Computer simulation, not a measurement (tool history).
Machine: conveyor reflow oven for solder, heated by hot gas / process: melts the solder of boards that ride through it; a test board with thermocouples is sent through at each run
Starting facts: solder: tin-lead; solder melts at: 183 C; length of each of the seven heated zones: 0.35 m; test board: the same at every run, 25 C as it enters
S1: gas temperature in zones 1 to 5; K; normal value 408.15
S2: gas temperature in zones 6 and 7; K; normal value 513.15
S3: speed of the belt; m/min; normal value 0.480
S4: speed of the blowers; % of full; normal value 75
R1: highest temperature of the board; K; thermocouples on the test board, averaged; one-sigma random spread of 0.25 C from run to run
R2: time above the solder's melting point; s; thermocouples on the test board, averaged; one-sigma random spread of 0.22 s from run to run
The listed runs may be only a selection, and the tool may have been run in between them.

run  hour      S1      S2     S3  S4      R1    R2
  1   0.0  408.15  513.15  0.480  75  498.25  71.2
  2   9.5  408.15  513.15  0.480  75  498.55  70.9
  3  15.3  408.15  513.15  0.480  75  498.45  71.2
  4  25.6  408.15  513.15  0.480  75  498.35  71.3
  5  33.3  408.15  513.15  0.480  75  498.45  70.9
  6  38.3  408.15  502.15  0.480  75  488.45  63.6
  7  47.0  408.15  513.15  0.480  75  498.05  71.0
  8  57.7  415.15  512.15  0.396  75  503.55  94.1
  9  65.1  408.15  502.15  0.454  60  486.35  64.2
 10  72.0  421.15  515.15  0.501  86  502.95  76.1
 11  82.9  416.15  515.15  0.507  56  493.65  66.0
 12  88.9  419.15  515.15  0.577  56  489.35  54.7
 13  98.1  419.15  515.15  0.577  56  489.05  54.8

Each row is a separate what-if for the run after 13, all from the same tool condition, not one after another. Results?
  A  107.4  401.15  513.15  0.480  73   ?   ?
  B  107.4  407.15  515.15  0.577  56   ?   ?
  C  107.4  419.15  522.15  0.476  54   ?   ?
  D  107.4  408.15  517.15  0.559  59   ?   ?

run      R1    R2
  A  496.75  67.1
  B  485.85  47.7
  C  502.05  77.7
  D  491.15  54.1
Stripped of hidden state, with their random variation kept, the same runs would have yielded:
run      R1    R2
  A  497.35  67.8
  B  486.65  48.7
  C  502.35  77.8
  D  491.95  54.9

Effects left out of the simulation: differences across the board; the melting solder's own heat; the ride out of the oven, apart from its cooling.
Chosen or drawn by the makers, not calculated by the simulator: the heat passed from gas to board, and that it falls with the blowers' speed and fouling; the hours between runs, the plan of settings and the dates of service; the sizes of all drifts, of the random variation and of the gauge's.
